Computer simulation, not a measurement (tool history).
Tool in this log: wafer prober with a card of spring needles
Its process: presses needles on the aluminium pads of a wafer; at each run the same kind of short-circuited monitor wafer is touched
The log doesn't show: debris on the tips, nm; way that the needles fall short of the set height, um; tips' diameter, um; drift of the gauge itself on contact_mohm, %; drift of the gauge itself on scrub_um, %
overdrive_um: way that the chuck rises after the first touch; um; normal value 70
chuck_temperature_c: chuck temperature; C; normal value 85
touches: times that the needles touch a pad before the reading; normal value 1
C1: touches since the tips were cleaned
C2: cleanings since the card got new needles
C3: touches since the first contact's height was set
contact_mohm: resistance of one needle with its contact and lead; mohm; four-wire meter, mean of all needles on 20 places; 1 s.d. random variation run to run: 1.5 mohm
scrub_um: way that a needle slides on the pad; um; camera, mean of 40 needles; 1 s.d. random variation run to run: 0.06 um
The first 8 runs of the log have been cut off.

{"hour": 240.8, "done": "tips cleaned on abrasive film"}
{"run": 9, "hour": 246.2, "overdrive_um": 68, "chuck_temperature_c": 85, "touches": 1, "C1": 2403, "C2": 116, "C3": 22811, "contact_mohm": 233, "scrub_um": 14.98}
{"hour": 257.9, "done": "tips cleaned on abrasive film"}
{"run": 10, "hour": 265.2, "overdrive_um": 70, "chuck_temperature_c": 85, "touches": 1, "C1": 3283, "C2": 117, "C3": 31313, "contact_mohm": 234, "scrub_um": 15.33}
{"hour": 274.3, "done": "tips cleaned on abrasive film"}
{"hour": 291.1, "done": "tips cleaned on abrasive film"}
{"run": 11, "hour": 303.5, "overdrive_um": 60, "chuck_temperature_c": 85, "touches": 1, "C1": 5580, "C2": 119, "C3": 48429, "contact_mohm": 304, "scrub_um": 13.1}
{"hour": 306.9, "done": "tips cleaned on abrasive film"}
{"hour": 324.9, "done": "tips cleaned on abrasive film"}
{"hour": 341.9, "done": "tips cleaned on abrasive film"}
{"run": 12, "hour": 341.9, "overdrive_um": 60, "chuck_temperature_c": 85, "touches": 3, "C1": 0, "C2": 122, "C3": 65565, "contact_mohm": 152, "scrub_um": 13.08}
{"hour": 357.5, "done": "tips cleaned on abrasive film"}
{"run": 13, "hour": 364.9, "overdrive_um": 70, "chuck_temperature_c": 85, "touches": 1, "C1": 3314, "C2": 123, "C3": 75830, "contact_mohm": 245, "scrub_um": 15.27}
{"hour": 374.4, "done": "tips cleaned on abrasive film"}
{"hour": 392.6, "done": "tips cleaned on abrasive film"}
{"run": 14, "hour": 397.9, "overdrive_um": 70, "chuck_temperature_c": 85, "touches": 1, "C1": 2359, "C2": 125, "C3": 90575, "contact_mohm": 226, "scrub_um": 15.06}
{"hour": 410.4, "done": "tips cleaned on abrasive film"}
{"hour": 425.7, "done": "tips cleaned on abrasive film"}
{"run": 15, "hour": 431.0, "overdrive_um": 87, "chuck_temperature_c": 85, "touches": 1, "C1": 2406, "C2": 127, "C3": 105382, "contact_mohm": 199, "scrub_um": 18.91}
{"hour": 442.7, "done": "tips cleaned on abrasive film"}
{"run": 16, "hour": 454.7, "overdrive_um": 70, "chuck_temperature_c": 77, "touches": 3, "C1": 5406, "C2": 128, "C3": 115976, "contact_mohm": 189, "scrub_um": 15.1}
{"hour": 458.5, "done": "tips cleaned on abrasive film"}
{"hour": 476.5, "done": "tips cleaned on abrasive film"}
{"run": 17, "hour": 491.2, "overdrive_um": 70, "chuck_temperature_c": 77, "touches": 3, "C1": 6630, "C2": 130, "C3": 132290, "contact_mohm": 196, "scrub_um": 15.12}
{"hour": 493.3, "done": "tips cleaned on abrasive film"}
{"hour": 510.0, "done": "tips cleaned on abrasive film"}
{"hour": 526.3, "done": "tips cleaned on abrasive film"}
{"run": 18, "hour": 526.3, "overdrive_um": 70, "chuck_temperature_c": 85, "touches": 1, "C1": 0, "C2": 133, "C3": 147937, "contact_mohm": 159, "scrub_um": 15.07}
{"hour": 543.6, "done": "tips cleaned on abrasive film"}
{"hour": 560.6, "done": "tips cleaned on abrasive film"}
{"run": 19, "hour": 562.6, "overdrive_um": 70, "chuck_temperature_c": 85, "touches": 1, "C1": 879, "C2": 135, "C3": 164128, "contact_mohm": 194, "scrub_um": 14.96}
{"hour": 579.2, "done": "tips cleaned on abrasive film"}
{"hour": 595.1, "done": "tips cleaned on abrasive film"}
{"run": 20, "hour": 599.5, "overdrive_um": 59, "chuck_temperature_c": 37, "touches": 2, "C1": 1950, "C2": 137, "C3": 180605, "contact_mohm": 207, "scrub_um": 12.56}
{"hour": 611.9, "done": "tips cleaned on abrasive film"}
{"hour": 630.7, "done": "tips cleaned on abrasive film"}
{"run": 21, "hour": 645.1, "overdrive_um": 79, "chuck_temperature_c": 85, "touches": 2, "C1": 6469, "C2": 139, "C3": 201024, "contact_mohm": 209, "scrub_um": 16.84}
{"hour": 648.4, "done": "tips cleaned on abrasive film"}
{"hour": 665.3, "done": "tips cleaned on abrasive film"}
{"run": 22, "hour": 675.8, "overdrive_um": 64, "chuck_temperature_c": 85, "touches": 1, "C1": 4691, "C2": 141, "C3": 214711, "contact_mohm": 301, "scrub_um": 13.5}
{"hour": 681.7, "done": "tips cleaned on abrasive film"}
{"hour": 691.7, "done": "height of the first contact set anew"}
{"hour": 698.9, "done": "tips cleaned on abrasive film"}
{"hour": 715.7, "done": "tips cleaned on abrasive film"}
{"run": 23, "hour": 717.2, "overdrive_um": 52, "chuck_temperature_c": 30, "touches": 1, "C1": 661, "C2": 144, "C3": 11382, "contact_mohm": 199, "scrub_um": 11.4}
{"hour": 732.1, "done": "tips cleaned on abrasive film"}
{"hour": 748.4, "done": "tips cleaned on abrasive film"}
{"run": 24, "hour": 761.2, "overdrive_um": 87, "chuck_temperature_c": 34, "touches": 3, "C1": 5754, "C2": 146, "C3": 31049, "contact_mohm": 169, "scrub_um": 19.16}
{"hour": 767.2, "done": "tips cleaned on abrasive film"}
{"hour": 784.1, "done": "tips cleaned on abrasive film"}
{"hour": 799.6, "done": "tips cleaned on abrasive film"}
{"run": 25, "hour": 799.6, "overdrive_um": 53, "chuck_temperature_c": 34, "touches": 1, "C1": 0, "C2": 149, "C3": 48184, "contact_mohm": 153, "scrub_um": 11.52}
{"hour": 815.8, "done": "tips cleaned on abrasive film"}
{"hour": 833.3, "done": "tips cleaned on abrasive film"}
{"run": 26, "hour": 835.9, "overdrive_um": 70, "chuck_temperature_c": 26, "touches": 1, "C1": 1167, "C2": 151, "C3": 64418, "contact_mohm": 203, "scrub_um": 15.32}
{"hour": 848.9, "done": "tips cleaned on abrasive film"}
{"hour": 866.3, "done": "tips cleaned on abrasive film"}
{"run": 27, "hour": 870.0, "overdrive_um": 70, "chuck_temperature_c": 55, "touches": 1, "C1": 1662, "C2": 153, "C3": 79619, "contact_mohm": 203, "scrub_um": 15.26}
{"hour": 883.2, "done": "tips cleaned on abrasive film"}
{"run": 28, "hour": 892.2, "overdrive_um": 82, "chuck_temperature_c": 93, "touches": 1, "C1": 4022, "C2": 154, "C3": 89544, "contact_mohm": 221, "scrub_um": 17.82}

The next listed run, before its measurement:
{"hour": 901.5, "done": "tips cleaned on abrasive film"}
{"hour": 918.8, "done": "tips cleaned on abrasive film"}
{"run": 29, "hour": 933.5, "overdrive_um": 82, "chuck_temperature_c": 93, "touches": 1, "C1": 6634, "C2": 156, "C3": 108049, "contact_mohm": "?", "scrub_um": "?"}

Run 29 measured contact_mohm 253 mohm, scrub_um 17.79 um.
Without the tool's hidden state the same run would have given contact_mohm 144 mohm, scrub_um 18.06 um.
